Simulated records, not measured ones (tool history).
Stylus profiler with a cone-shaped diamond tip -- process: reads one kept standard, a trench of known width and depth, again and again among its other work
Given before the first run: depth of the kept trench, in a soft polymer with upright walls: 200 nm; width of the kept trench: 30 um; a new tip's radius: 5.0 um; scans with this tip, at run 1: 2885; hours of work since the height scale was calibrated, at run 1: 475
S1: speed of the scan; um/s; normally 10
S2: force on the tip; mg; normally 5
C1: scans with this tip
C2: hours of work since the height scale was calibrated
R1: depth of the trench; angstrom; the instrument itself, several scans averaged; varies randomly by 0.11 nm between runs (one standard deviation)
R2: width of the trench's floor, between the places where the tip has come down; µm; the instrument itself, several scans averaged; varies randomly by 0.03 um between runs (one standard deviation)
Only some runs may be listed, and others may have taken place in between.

run,hour,S1,S2,C1,C2,R1,R2
1,0,10,5,2885,475,2022.6,26.93
2,16,10,5,2938,484,2020.7,26.92
3,30,10,5,2984,491,2020.6,26.93
4,52,5,5,3055,503,2019.5,26.96
5,64.7,5,5,3097,510,2019.5,26.89
6,85.1,5,5,3164,521,2019,26.91
7,100.3,5,8.89,3214,529,2027.6,26.9
8,112.1,5,8.89,3252,535,2030.6,26.89
9,123.3,5,8.89,3289,541,2030.1,26.88
10,145.4,5,8.89,3361,553,2028.3,26.89
11,157.8,5,8.89,3402,560,2030.2,26.87
12,181.4,10,4.44,3479,573,2019.1,26.89
13,200.4,15,4.44,3541,583,2019.1,26.81
14,215.9,15,4.44,3592,591,2018.8,26.82
15,231.2,15,4.44,3642,599,2018.9,26.82
16,252.7,15,4.44,3712,611,2019.4,26.8
17,276.8,10,1.76,3791,624,2012.3,26.76
18,295.2,10,1.76,3851,634,2012,26.79
19,311.5,4,7.01,3904,643,2025.5,26.87
20,336.5,23,4.49,3986,656,2021.1,26.8
21,348.8,5,5.84,4026,663,2022.5,26.83
22,372.6,5,5.84,4104,676,2023.2,26.85
23,392.3,30,2.15,4169,686,2013.3,26.65
24,413.7,17,3.2,4239,698,2016.7,26.73
25,438.4,2,7.41,4320,711,2026.6,26.81
26,453.3,6,6.61,4368,719,2024.9,26.81
27,466.9,5,6.25,4413,726,2024.5,26.86
28,492.1,5,6.25,4495,740,2025.2,26.8
29,511.3,5,6.25,4558,750,2024.1,26.73
30,531.3,4,5.06,4623,761,2023.3,26.85
31,546.9,4,9.14,4674,769,2032.1,26.82
32,563.1,7,3.28,4727,778,2017.5,26.77

What would each run have given without the hidden state, its run-to-run variation left as it was?
Hidden conditions of the tool in this case: radius of the tip, um; height scale over the true one, %; drift of the gauge itself on depth_nm, %; drift of the gauge itself on floor_um, %.
run,R1,R2
1,2019.9,27.17
2,2018,27.17
3,2017.9,27.17
4,2016.6,27.22
5,2016.7,27.15
6,2016.1,27.18
7,2024.6,27.17
8,2027.5,27.16
9,2027.1,27.15
10,2025.1,27.17
11,2027,27.16
12,2015.8,27.18
13,2015.7,27.1
14,2015.4,27.12
15,2015.4,27.12
16,2015.9,27.11
17,2008.7,27.07
18,2008.4,27.11
19,2021.8,27.19
20,2017.3,27.13
21,2018.6,27.16
22,2019.3,27.19
23,2009.3,26.99
24,2012.6,27.08
25,2022.4,27.16
26,2020.7,27.17
27,2020.2,27.22
28,2020.9,27.16
29,2019.7,27.1
30,2018.8,27.23
31,2027.5,27.21
32,2012.9,27.16
